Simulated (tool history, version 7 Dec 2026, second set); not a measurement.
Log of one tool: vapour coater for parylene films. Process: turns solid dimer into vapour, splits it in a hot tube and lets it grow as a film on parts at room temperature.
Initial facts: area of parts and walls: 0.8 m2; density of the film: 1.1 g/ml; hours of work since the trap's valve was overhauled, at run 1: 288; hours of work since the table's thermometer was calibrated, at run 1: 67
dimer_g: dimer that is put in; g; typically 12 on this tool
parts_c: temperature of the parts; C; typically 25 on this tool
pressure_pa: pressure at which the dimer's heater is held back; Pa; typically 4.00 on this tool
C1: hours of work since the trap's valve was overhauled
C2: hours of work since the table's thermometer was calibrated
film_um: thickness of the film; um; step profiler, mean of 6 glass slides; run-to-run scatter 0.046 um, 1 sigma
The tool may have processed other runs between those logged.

Run 1, hour 0.0: usual settings; C1 288; C2 67. Result: film_um 6.03 um.
Run 2, hour 16.2: usual settings but parts_c 29 C; C1 296; C2 76. Result: film_um 5.13 um.
Run 3, hour 24.6: usual settings but parts_c 29 C; C1 301; C2 80. Result: film_um 5.11 um.
Run 4, hour 39.7: usual settings but parts_c 23 C; C1 309; C2 88. Result: film_um 6.56 um.
Run 5, hour 52.3: usual settings but parts_c 23 C; C1 316; C2 95. Result: film_um 6.56 um.
Run 6, hour 68.5: usual settings but parts_c 19 C; C1 324; C2 104. Result: film_um 7.70 um.
Run 7, hour 77.5: usual settings but parts_c 19 C; C1 329; C2 109. Result: film_um 7.70 um.
Run 8, hour 88.2: usual settings but parts_c 19 C; C1 335; C2 114. Result: film_um 7.75 um.
Run 9, hour 97.4: usual settings but pressure_pa 2.43 Pa; C1 340; C2 119. Result: film_um 6.25 um.
Run 10, hour 110.0: usual settings; C1 346; C2 126. Result: film_um 6.03 um.
Run 11, hour 128.4: usual settings; C1 356; C2 136. Result: film_um 5.99 um.
Run 12, hour 139.2: usual settings but pressure_pa 9.00 Pa; C1 362; C2 142. Result: film_um 5.56 um.
Run 13, hour 152.8: usual settings but pressure_pa 9.00 Pa; C1 369; C2 149. Result: film_um 5.58 um.
Run 14, hour 160.6: usual settings but pressure_pa 9.00 Pa; C1 373; C2 153. Result: film_um 5.57 um.
Run 15, hour 174.4: usual settings but dimer_g 10 g, pressure_pa 9.00 Pa; C1 381; C2 160. Result: film_um 4.61 um.
Run 16, hour 191.1: usual settings but pressure_pa 6.25 Pa; C1 390; C2 169. Result: film_um 5.74 um.
Run 17, hour 200.7: usual settings but pressure_pa 6.25 Pa; C1 395; C2 174. Result: film_um 5.69 um.
Run 18, hour 210.7: usual settings; C1 400; C2 180. Result: film_um 5.97 um.
Run 19, hour 220.6: usual settings but pressure_pa 8.51 Pa; C1 405; C2 185. Result: film_um 5.54 um.
Run 20, hour 233.4: usual settings but pressure_pa 8.51 Pa; C1 412; C2 192. Result: film_um 5.54 um.
Run 21, hour 244.7: usual settings but pressure_pa 8.51 Pa; C1 418; C2 198. Result: film_um 5.50 um.
Run 22, hour 257.8: usual settings; C1 425; C2 205. Result: film_um 5.93 um.
At hour 262.8: trap's valve overhauled.
Run 23, hour 277.5: usual settings; C1 8; C2 213. Result: film_um 5.59 um.
Run 24, hour 286.6: usual settings but dimer_g 15 g, parts_c 20 C, pressure_pa 2.03 Pa; C1 13; C2 218. Result: film_um 9.25 um.
Run 25, hour 300.5: usual settings but dimer_g 19 g, parts_c 27 C, pressure_pa 9.90 Pa; C1 20; C2 225. Result: film_um 7.50 um.
Run 26, hour 317.1: usual settings but parts_c 29 C, pressure_pa 11.43 Pa; C1 29; C2 234. Result: film_um 4.26 um.
Run 27, hour 330.4: usual settings but dimer_g 7 g, parts_c 24 C, pressure_pa 6.76 Pa; C1 36; C2 241. Result: film_um 3.21 um.
Run 28, hour 338.0: usual settings but dimer_g 10 g, parts_c 36 C; C1 40; C2 245. Result: film_um 2.95 um.
Run 29, hour 355.8: usual settings but dimer_g 10 g, parts_c 19 C, pressure_pa 2.12 Pa; C1 50; C2 255. Result: film_um 6.23 um.
Run 30, hour 368.7: usual settings but dimer_g 10 g, parts_c 19 C, pressure_pa 2.12 Pa; C1 56; C2 262. Result: film_um 6.26 um.
At hour 376.8: trap's valve overhauled, once more.
Run 31, hour 383.8: usual settings but dimer_g 10 g, parts_c 19 C, pressure_pa 2.12 Pa; C1 4; C2 268. Result: film_um 7.13 um.
Run 32, hour 399.2: usual settings but dimer_g 21 g, parts_c 19 C, pressure_pa 2.12 Pa; C1 12; C2 276. Result: film_um 14.99 um.
Run 33, hour 411.2: usual settings but dimer_g 11 g, parts_c 18 C; C1 18; C2 282. Result: film_um 7.84 um.
Run 34, hour 420.4: usual settings but dimer_g 11 g, parts_c 18 C; C1 23; C2 287. Result: film_um 7.77 um.
Run 35, hour 431.5: usual settings but parts_c 32 C, pressure_pa 6.33 Pa; C1 29; C2 293. Result: film_um 4.57 um.
Run 36, hour 440.7: usual settings but parts_c 32 C, pressure_pa 6.33 Pa; C1 34; C2 298. Result: film_um 4.61 um.
Run 37, hour 458.6: usual settings but parts_c 32 C, pressure_pa 6.33 Pa; C1 44; C2 307. Result: film_um 4.55 um.
Run 38, hour 475.1: usual settings but dimer_g 13 g, parts_c 29 C, pressure_pa 2.58 Pa; C1 52; C2 316. Result: film_um 6.07 um.
Run 39, hour 488.5: usual settings but parts_c 20 C; C1 60; C2 323. Result: film_um 7.85 um.
Run 40, hour 504.5: usual settings but parts_c 34 C, pressure_pa 9.60 Pa; C1 68; C2 332. Result: film_um 4.10 um.
Run 41, hour 515.5: usual settings but dimer_g 9 g, parts_c 21 C, pressure_pa 2.64 Pa; C1 74; C2 338. Result: film_um 5.76 um.
Run 42, hour 527.7: usual settings but dimer_g 6 g, pressure_pa 7.33 Pa; C1 80; C2 344. Result: film_um 2.93 um.
Run 43, hour 544.3: usual settings but dimer_g 6 g, pressure_pa 7.33 Pa; C1 89; C2 353. Result: film_um 2.97 um.
Run 44, hour 560.2: usual settings but dimer_g 6 g, pressure_pa 7.33 Pa; C1 98; C2 362. Result: film_um 2.99 um.
Run 45, hour 577.5: usual settings but dimer_g 6 g, pressure_pa 5.36 Pa; C1 107; C2 371. Result: film_um 3.01 um.
Run 46, hour 595.2: usual settings but dimer_g 19 g, parts_c 26 C; C1 116; C2 380. Result: film_um 9.58 um.

Selected run-to-run steps in film_um, each split into two signed amounts: the part the tool would show with no hidden state at all (from settings, incoming material and random variation), and the remainder, which goes to the hidden state together with any gauge scatter not common to the measured and the hidden-state-free results:
Hidden conditions of the tool in this case: vapour lost through the trap's worn valve, %; true temperature of the parts over the reading, C; drift of the gauge itself on film_um, %.
Run 23 -> 24: dimer_g 12 -> 15, parts_c 25 -> 20, pressure_pa 4.00 -> 2.03. film_um +3.66 um: hidden state -0.58, all else +4.24.
Run 28 -> 29: parts_c 36 -> 19, pressure_pa 4.00 -> 2.12. film_um +3.28 um: hidden state -0.55, all else +3.83.
Run 30 -> 31: trap's valve overhauled, once more. film_um +0.87 um: hidden state +0.99, all else -0.12.
Run 31 -> 32: dimer_g 10 -> 21. film_um +7.86 um: hidden state -0.12, all else +7.98.
Run 32 -> 33: dimer_g 21 -> 11, parts_c 19 -> 18, pressure_pa 2.12 -> 4.00. film_um -7.15 um: hidden state +0.09, all else -7.24.
Run 45 -> 46: dimer_g 6 -> 19, parts_c 25 -> 26, pressure_pa 5.36 -> 4.00. film_um +6.57 um: hidden state -0.23, all else +6.80.
